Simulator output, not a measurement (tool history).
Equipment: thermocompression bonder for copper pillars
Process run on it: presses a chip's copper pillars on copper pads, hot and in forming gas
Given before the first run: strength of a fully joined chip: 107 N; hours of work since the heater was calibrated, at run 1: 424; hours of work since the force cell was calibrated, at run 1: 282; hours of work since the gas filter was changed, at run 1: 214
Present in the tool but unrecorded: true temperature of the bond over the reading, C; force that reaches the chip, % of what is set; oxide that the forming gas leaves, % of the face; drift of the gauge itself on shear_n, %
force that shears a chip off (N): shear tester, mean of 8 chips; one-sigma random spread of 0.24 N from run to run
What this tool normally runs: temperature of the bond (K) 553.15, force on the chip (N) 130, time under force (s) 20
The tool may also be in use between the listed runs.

run	hour	temperature of the bond (K)	force on the chip (N)	time under force (s)	hours of work since the heater was calibrated	hours of work since the force cell was calibrated	hours of work since the gas filter was changed	force that shears a chip off (N)
1	0.0	553.15	130	20	424	282	214	47.0
2	7.0	553.15	130	20	428	286	218	46.7
3	16.3	553.15	111	20	434	292	224	43.4
4	27.0	553.15	130	20	441	298	231	47.0
5	38.2	553.15	130	20	447	305	238	46.8
# hour 48.7: forming gas filter changed
6	50.9	532.15	130	20	455	313	1	41.2
7	58.1	532.15	130	20	459	317	6	40.9
8	70.9	532.15	130	20	467	325	14	41.1
9	81.3	532.15	130	20	474	331	20	41.0
# hour 83.8: force cell calibrated
10	95.1	553.15	154	20	481	7	28	54.2
11	103.6	553.15	154	20	487	12	33	54.0
12	113.3	553.15	130	20	492	18	39	49.8
# hour 116.8: force cell calibrated, once more
13	123.8	553.15	130	20	498	4	44	49.9
# hour 137.4: heater calibrated with a thermocouple chip
14	139.2	553.15	130	20	1	13	53	46.1
15	147.5	530.15	130	20	6	18	58	36.3
16	160.3	530.15	129	20	14	26	66	35.9
17	165.8	568.15	129	20	18	29	69	52.8
18	172.4	570.15	123	27	22	33	73	57.5
19	181.4	541.15	123	29	27	39	79	45.4
20	190.4	541.15	123	29	33	44	84	45.4
21	198.1	571.15	134	12	37	49	89	45.8
22	205.1	574.15	101	11	42	53	93	38.6
23	216.1	539.15	130	11	48	60	100	30.9
24	228.6	539.15	155	11	56	68	108	34.7
25	240.8	539.15	155	24	64	75	115	47.1
26	248.5	553.15	114	11	68	80	120	33.7
27	255.2	528.15	130	16	73	84	124	31.9
28	266.2	528.15	130	16	79	91	131	32.4
29	276.1	529.15	121	51	86	97	137	48.6
30	281.6	536.15	169	20	89	100	140	44.6
31	294.6	553.15	79	33	97	108	148	41.8
32	305.3	553.15	134	19	103	115	155	44.9

Same runs, no hidden state in the tool, same run-to-run variation:
run	force that shears a chip off (N)
1	47.8
2	47.6
3	44.3
4	48.0
5	47.9
6	38.7
7	38.4
8	38.7
9	38.6
10	52.0
11	51.9
12	47.8
13	47.7
14	47.8
15	37.7
16	37.4
17	54.9
18	59.7
19	47.4
20	47.4
21	47.8
22	40.4
23	32.4
24	36.5
25	49.4
26	35.4
27	33.6
28	34.1
29	51.2
30	47.0
31	44.1
32	47.5

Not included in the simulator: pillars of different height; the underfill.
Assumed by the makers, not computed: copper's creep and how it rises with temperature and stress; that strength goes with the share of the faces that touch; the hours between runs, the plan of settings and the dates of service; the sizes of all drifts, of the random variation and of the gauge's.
